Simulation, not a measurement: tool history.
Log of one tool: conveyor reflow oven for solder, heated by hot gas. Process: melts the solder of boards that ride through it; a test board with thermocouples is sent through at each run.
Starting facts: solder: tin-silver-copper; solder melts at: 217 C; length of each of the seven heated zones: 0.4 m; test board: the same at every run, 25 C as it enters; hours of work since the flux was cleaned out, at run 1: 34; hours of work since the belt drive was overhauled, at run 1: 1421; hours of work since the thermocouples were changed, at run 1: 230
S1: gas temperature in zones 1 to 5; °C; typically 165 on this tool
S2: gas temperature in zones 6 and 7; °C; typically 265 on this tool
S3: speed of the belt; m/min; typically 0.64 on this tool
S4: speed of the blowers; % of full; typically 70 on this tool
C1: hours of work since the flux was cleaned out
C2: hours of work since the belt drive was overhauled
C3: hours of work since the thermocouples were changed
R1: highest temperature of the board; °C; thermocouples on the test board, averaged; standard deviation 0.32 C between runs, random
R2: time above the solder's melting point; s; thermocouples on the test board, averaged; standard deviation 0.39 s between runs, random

run 1 hour=0.0 | S1=165 S2=265 S3=0.64 S4=70 | C1=34 C2=1421 C3=230 | R1=251.3 R2=54.8
run 2 hour=72.1 | S1=164 S2=265 S3=0.64 S4=70 | C1=86 C2=1473 C3=282 | R1=250.3 R2=53.6
run 3 hour=128.5 | S1=165 S2=265 S3=0.64 S4=70 | C1=126 C2=1514 C3=323 | R1=250.2 R2=54.9
run 4 hour=174.5 | S1=165 S2=265 S3=0.64 S4=70 | C1=159 C2=1547 C3=356 | R1=250.1 R2=54.7
run 5 hour=258.9 | S1=165 S2=265 S3=0.64 S4=70 | C1=220 C2=1608 C3=417 | R1=250.2 R2=53.9
-- hour=327.4 flux residue cleaned out of gas plates and filters
run 6 hour=360.3 | S1=165 S2=265 S3=0.64 S4=70 | C1=24 C2=1677 C3=486 | R1=252.4 R2=56.0
-- hour=448.2 belt drive overhauled, speed set with a stopwatch
run 7 hour=459.3 | S1=165 S2=265 S3=0.64 S4=70 | C1=92 C2=8 C3=555 | R1=250.9 R2=51.6
run 8 hour=522.5 | S1=165 S2=265 S3=0.64 S4=70 | C1=137 C2=53 C3=600 | R1=250.4 R2=51.5
run 9 hour=617.1 | S1=165 S2=265 S3=0.64 S4=70 | C1=206 C2=122 C3=668 | R1=249.8 R2=51.0
run 10 hour=666.5 | S1=163 S2=265 S3=0.64 S4=70 | C1=241 C2=157 C3=704 | R1=248.8 R2=50.3

What will run 11 give?
-- hour=702.1 flux residue cleaned out of gas plates and filters
run 11 hour=736.1 | S1=174 S2=259 S3=0.64 S4=70 | C1=24 C2=204 C3=750 | R1=? R2=?

R1: 247.4 °C
R2: 53.0 s
Had the tool carried no hidden state, the very same run would have given R1 245.4 °C, R2 51.2 s.

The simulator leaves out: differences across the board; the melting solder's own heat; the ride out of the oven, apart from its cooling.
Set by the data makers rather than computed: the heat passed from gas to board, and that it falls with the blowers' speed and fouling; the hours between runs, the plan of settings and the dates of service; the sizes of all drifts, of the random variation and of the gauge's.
